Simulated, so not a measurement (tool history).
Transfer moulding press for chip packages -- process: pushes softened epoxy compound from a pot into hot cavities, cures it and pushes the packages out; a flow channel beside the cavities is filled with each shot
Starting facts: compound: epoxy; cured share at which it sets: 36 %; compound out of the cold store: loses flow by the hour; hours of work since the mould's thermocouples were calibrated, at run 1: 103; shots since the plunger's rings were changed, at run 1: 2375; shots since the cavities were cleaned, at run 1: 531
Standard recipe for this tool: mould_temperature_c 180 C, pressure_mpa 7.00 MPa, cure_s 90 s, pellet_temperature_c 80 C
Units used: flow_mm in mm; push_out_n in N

run,hour,mould_temperature_c,pressure_mpa,cure_s,pellet_temperature_c,hours of work since the mould's thermocouples were calibrated,shots since the plunger's rings were changed,shots since the cavities were cleaned,incoming compound's hours out of the cold store,flow_mm,push_out_n
1,0.0,180,7.00,90,80,103,2375,531,14.2,968,582
2,5.5,180,6.17,90,80,106,2425,581,18.4,886,557
3,10.3,180,6.30,90,80,108,2468,624,13.8,923,591
4,15.9,180,7.00,90,71,111,2518,674,19.4,946,618
5,20.4,180,7.00,116,80,113,2558,714,34.2,873,382
6,24.7,180,7.00,90,80,115,2596,752,10.5,988,651
7,31.9,180,7.00,90,80,118,2661,817,24.2,920,592
8,36.8,177,7.00,90,80,120,2705,861,25.9,924,754
9,42.0,177,7.00,90,80,123,2751,907,34.2,888,734
10,50.7,180,7.00,90,90,127,2829,985,21.6,924,612
11,57.9,180,8.67,90,80,130,2894,1050,40.4,937,616
12,62.4,180,7.00,90,80,132,2934,1090,10.8,985,711
# hour 69.6: cavities cleaned with cleaning compound and waxed
13,71.7,180,7.00,90,80,136,3004,19,35.9,866,327
# hour 76.1: plunger's sealing rings changed
14,79.0,180,7.00,90,89,138,26,62,13.5,997,364
15,83.6,180,7.00,90,89,141,67,103,43.0,851,353
16,92.0,180,7.00,107,84,145,143,179,27.1,927,304
17,99.1,180,7.00,79,84,148,206,242,21.9,952,638
18,105.9,175,7.00,90,82,151,267,303,13.5,1022,744
19,112.4,175,7.94,90,82,154,325,361,21.7,1039,748
20,119.4,182,6.21,90,80,157,387,423,8.1,953,486
21,126.1,182,6.21,90,80,161,448,484,25.8,867,469
22,130.8,180,7.00,73,80,163,490,526,21.7,946,967
23,135.8,180,7.00,73,80,165,535,571,43.0,853,886
24,142.6,184,7.03,90,89,168,596,632,9.6,996,441
25,146.9,174,7.67,103,86,170,634,670,8.0,1101,687
26,154.8,180,7.72,110,87,174,705,741,21.3,998,413
27,164.1,180,7.72,98,71,179,788,824,39.0,915,515
28,168.3,185,8.66,95,81,181,826,862,29.6,992,453

Alternative continuations, all from the tool just after run 28; predict every row:
A,173.3,184,7.00,90,80,183,871,907,32.4,?,?
B,173.3,177,5.41,95,79,183,871,907,31.7,?,?
C,173.3,183,6.63,108,81,183,871,907,38.4,?,?
D,173.3,187,5.71,95,77,183,871,907,25.7,?,?

run,flow_mm,push_out_n
A,880,472
B,803,658
C,836,420
D,819,423
Take away the tool's hidden state, keep each run's random variation, and the runs would have read:
run,flow_mm,push_out_n
A,885,232
B,807,318
C,840,218
D,824,213
